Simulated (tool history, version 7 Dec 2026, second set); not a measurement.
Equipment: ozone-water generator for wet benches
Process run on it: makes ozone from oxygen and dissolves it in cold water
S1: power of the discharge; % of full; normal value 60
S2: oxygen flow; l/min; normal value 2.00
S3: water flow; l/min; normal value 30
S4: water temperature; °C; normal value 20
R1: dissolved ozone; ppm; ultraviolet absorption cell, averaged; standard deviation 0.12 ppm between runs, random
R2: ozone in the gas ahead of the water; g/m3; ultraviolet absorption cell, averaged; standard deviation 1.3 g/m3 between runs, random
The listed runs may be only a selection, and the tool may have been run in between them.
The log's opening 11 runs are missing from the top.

| run | hour | S1 | S2 | S3 | S4 | R1 | R2 |
|---|---|---|---|---|---|---|---|
| 12 | 313.8 | 97 | 2.00 | 30 | 20 | 15.3 | 328.5 |
| 13 | 347.4 | 97 | 2.00 | 30 | 20 | 15.4 | 326.8 |
| 14 | 377.0 | 97 | 2.00 | 30 | 20 | 15.4 | 329.6 |
|  | 409.7 | water thermometer calibrated |
| 15 | 409.7 | 97 | 2.00 | 30 | 20 | 15.4 | 327.9 |
| 16 | 427.1 | 97 | 2.00 | 30 | 20 | 15.2 | 325.6 |
| 17 | 457.0 | 51 | 2.98 | 30 | 25 | 11.2 | 183.9 |
| 18 | 483.9 | 86 | 2.66 | 30 | 25 | 15.7 | 275.9 |
| 19 | 515.5 | 86 | 2.66 | 30 | 25 | 15.6 | 274.2 |
| 20 | 549.6 | 86 | 2.66 | 30 | 25 | 15.5 | 275.6 |
| 21 | 565.3 | 56 | 2.00 | 30 | 20 | 10.2 | 221.5 |
| 22 | 593.7 | 56 | 2.00 | 30 | 20 | 10.2 | 222.0 |
| 23 | 618.2 | 56 | 2.00 | 30 | 20 | 10.5 | 220.0 |
| 24 | 639.1 | 56 | 2.00 | 36 | 16 | 8.9 | 223.1 |
| 25 | 677.1 | 56 | 2.00 | 36 | 16 | 8.6 | 219.6 |
| 26 | 704.9 | 56 | 2.72 | 18 | 21 | 18.9 | 200.1 |
| 27 | 731.5 | 60 | 1.06 | 29 | 17 | 8.2 | 280.3 |
| 28 | 748.6 | 60 | 1.06 | 29 | 17 | 8.0 | 283.3 |
| 29 | 777.6 | 60 | 1.06 | 29 | 17 | 8.0 | 280.8 |
| 30 | 810.6 | 60 | 2.79 | 43 | 19 | 8.7 | 208.8 |
| 31 | 831.8 | 60 | 1.32 | 22 | 21 | 11.9 | 262.9 |
| 32 | 860.5 | 60 | 1.32 | 22 | 21 | 11.9 | 266.2 |

Alternative continuations, all from the tool just after run 32; predict every row:
| A | 887.5 | 46 | 1.32 | 40 | 16 | ? | ? |
| B | 887.5 | 43 | 1.32 | 22 | 21 | ? | ? |
| C | 887.5 | 60 | 1.32 | 28 | 21 | ? | ? |
| D | 887.5 | 63 | 2.00 | 30 | 13 | ? | ? |
| E | 887.5 | 60 | 1.32 | 22 | 18 | ? | ? |

| run | R1 | R2 |
|---|---|---|
| A | 5.1 | 217.7 |
| B | 9.4 | 209.2 |
| C | 9.3 | 261.7 |
| D | 11.7 | 240.3 |
| E | 12.2 | 264.5 |
Had the tool no hidden state, the same runs would have come out as:
| run | R1 | R2 |
|---|---|---|
| A | 5.1 | 217.7 |
| B | 9.4 | 209.2 |
| C | 9.3 | 261.7 |
| D | 11.7 | 240.4 |
| E | 12.2 | 264.5 |

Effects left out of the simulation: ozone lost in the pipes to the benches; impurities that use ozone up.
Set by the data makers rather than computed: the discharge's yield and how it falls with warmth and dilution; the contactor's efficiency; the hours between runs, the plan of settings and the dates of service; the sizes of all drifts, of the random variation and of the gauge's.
